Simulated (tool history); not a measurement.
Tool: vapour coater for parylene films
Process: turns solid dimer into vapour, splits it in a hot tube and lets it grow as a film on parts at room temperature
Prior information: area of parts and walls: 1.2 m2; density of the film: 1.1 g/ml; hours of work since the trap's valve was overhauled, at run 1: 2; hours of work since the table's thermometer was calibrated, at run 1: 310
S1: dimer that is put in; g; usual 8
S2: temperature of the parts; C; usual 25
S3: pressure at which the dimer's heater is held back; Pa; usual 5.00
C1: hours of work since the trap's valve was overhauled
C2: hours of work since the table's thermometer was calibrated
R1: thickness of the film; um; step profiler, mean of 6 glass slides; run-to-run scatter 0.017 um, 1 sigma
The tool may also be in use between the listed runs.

run	hour	S1	S2	S3	C1	C2	R1
1	0.0	8	25	5.00	2	310	4.83
2	33.4	8	25	5.00	20	328	4.82
3	58.7	8	25	5.00	33	341	4.80
4	81.3	5	25	5.00	45	353	3.00
5	116.3	8	25	2.56	64	372	5.20
6	142.5	8	25	10.77	78	386	4.37
7	179.4	8	25	10.77	98	406	4.36
8	219.6	8	25	10.77	119	427	4.37
9	240.5	8	35	5.00	130	438	3.22
10	268.3	8	35	5.00	145	453	3.22
11	295.4	8	35	5.00	159	467	3.23
12	321.8	8	35	5.00	173	481	3.23
13	348.3	8	35	5.00	188	496	3.19
14	385.1	11	35	5.59	207	515	4.36
# hour 411.8: gauge calibrated
15	427.7	5	19	5.00	230	538	3.71
16	468.5	5	22	5.07	252	560	3.36
17	496.0	8	25	11.35	266	574	4.39
18	518.1	10	36	10.45	278	586	3.62
19	548.1	4	34	10.57	294	602	1.55
20	569.8	8	19	2.60	305	614	5.86
21	610.1	7	36	3.07	327	635	2.88
22	636.7	8	25	6.46	341	649	4.60
23	675.1	5	19	5.41	362	670	3.64
24	697.1	8	25	5.00	373	681	4.74

Here are 4 independent what-if runs from the current tool condition. What would each one return?
A	717.2	8	34	5.00	384	692	?
B	717.2	8	25	5.00	384	692	?
C	717.2	6	25	5.00	384	692	?
D	717.2	8	20	5.20	384	692	?

run	R1
A	3.34
B	4.73
C	3.53
D	5.69
With no hidden state in the tool, these same runs would have given:
run	R1
A	3.42
B	4.83
C	3.61
D	5.82
